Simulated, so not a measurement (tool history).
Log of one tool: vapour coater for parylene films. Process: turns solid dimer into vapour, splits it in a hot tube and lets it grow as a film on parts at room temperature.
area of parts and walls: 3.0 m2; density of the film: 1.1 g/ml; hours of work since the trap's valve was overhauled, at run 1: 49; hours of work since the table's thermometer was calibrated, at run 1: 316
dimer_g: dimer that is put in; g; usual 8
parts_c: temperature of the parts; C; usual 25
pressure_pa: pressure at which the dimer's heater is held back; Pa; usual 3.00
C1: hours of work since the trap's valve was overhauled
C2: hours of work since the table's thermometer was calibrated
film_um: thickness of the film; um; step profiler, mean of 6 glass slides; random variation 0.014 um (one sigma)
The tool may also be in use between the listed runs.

run 1 hour=0.0 | dimer_g=8 parts_c=25 pressure_pa=3.00 | C1=49 C2=316 | film_um=1.50
run 2 hour=21.4 | dimer_g=8 parts_c=25 pressure_pa=3.00 | C1=63 C2=330 | film_um=1.51
run 3 hour=67.4 | dimer_g=8 parts_c=25 pressure_pa=3.00 | C1=93 C2=360 | film_um=1.49
run 4 hour=109.2 | dimer_g=8 parts_c=25 pressure_pa=2.62 | C1=120 C2=387 | film_um=1.50
run 5 hour=133.8 | dimer_g=8 parts_c=25 pressure_pa=3.00 | C1=136 C2=403 | film_um=1.45
run 6 hour=172.2 | dimer_g=8 parts_c=25 pressure_pa=3.00 | C1=161 C2=429 | film_um=1.46
-- hour=178.6 trap's valve overhauled
run 7 hour=195.7 | dimer_g=8 parts_c=25 pressure_pa=3.00 | C1=11 C2=441 | film_um=1.47
run 8 hour=218.7 | dimer_g=8 parts_c=25 pressure_pa=2.97 | C1=26 C2=456 | film_um=1.43
run 9 hour=252.2 | dimer_g=8 parts_c=25 pressure_pa=2.97 | C1=48 C2=478 | film_um=1.42
run 10 hour=288.5 | dimer_g=8 parts_c=25 pressure_pa=2.97 | C1=72 C2=502 | film_um=1.41
run 11 hour=333.4 | dimer_g=8 parts_c=25 pressure_pa=3.00 | C1=101 C2=531 | film_um=1.41
run 12 hour=358.4 | dimer_g=8 parts_c=25 pressure_pa=3.00 | C1=117 C2=547 | film_um=1.37
run 13 hour=393.8 | dimer_g=8 parts_c=25 pressure_pa=3.00 | C1=140 C2=571 | film_um=1.37
run 14 hour=434.5 | dimer_g=4 parts_c=19 pressure_pa=7.95 | C1=167 C2=597 | film_um=0.62
-- hour=453.0 trap's valve overhauled, once more
run 15 hour=486.1 | dimer_g=8 parts_c=35 pressure_pa=10.87 | C1=22 C2=628 | film_um=0.84
run 16 hour=516.6 | dimer_g=8 parts_c=34 pressure_pa=3.49 | C1=41 C2=648 | film_um=1.14
run 17 hour=538.4 | dimer_g=8 parts_c=34 pressure_pa=3.49 | C1=56 C2=662 | film_um=1.12
run 18 hour=574.7 | dimer_g=8 parts_c=19 pressure_pa=3.00 | C1=79 C2=686 | film_um=1.74
run 19 hour=617.7 | dimer_g=9 parts_c=32 pressure_pa=2.31 | C1=107 C2=714 | film_um=1.45
run 20 hour=637.7 | dimer_g=11 parts_c=32 pressure_pa=6.35 | C1=121 C2=727 | film_um=1.42
run 21 hour=678.0 | dimer_g=11 parts_c=32 pressure_pa=6.35 | C1=147 C2=753 | film_um=1.39
run 22 hour=709.8 | dimer_g=7 parts_c=17 pressure_pa=3.34 | C1=168 C2=774 | film_um=1.52
run 23 hour=737.3 | dimer_g=8 parts_c=18 pressure_pa=7.02 | C1=186 C2=792 | film_um=1.41

Forecast each of these 3 alternatives for the next run:
run A hour=773.9 | dimer_g=13 parts_c=30 pressure_pa=3.00 | C1=209 C2=816 | film_um=?
run B hour=773.9 | dimer_g=8 parts_c=30 pressure_pa=3.19 | C1=209 C2=816 | film_um=?
run C hour=773.9 | dimer_g=8 parts_c=28 pressure_pa=5.02 | C1=209 C2=816 | film_um=?

run=A film_um=2.04
run=B film_um=1.22
run=C film_um=1.16
Without the tool's hidden state the same runs would have given:
run=A film_um=2.20
run=B film_um=1.32
run=C film_um=1.25
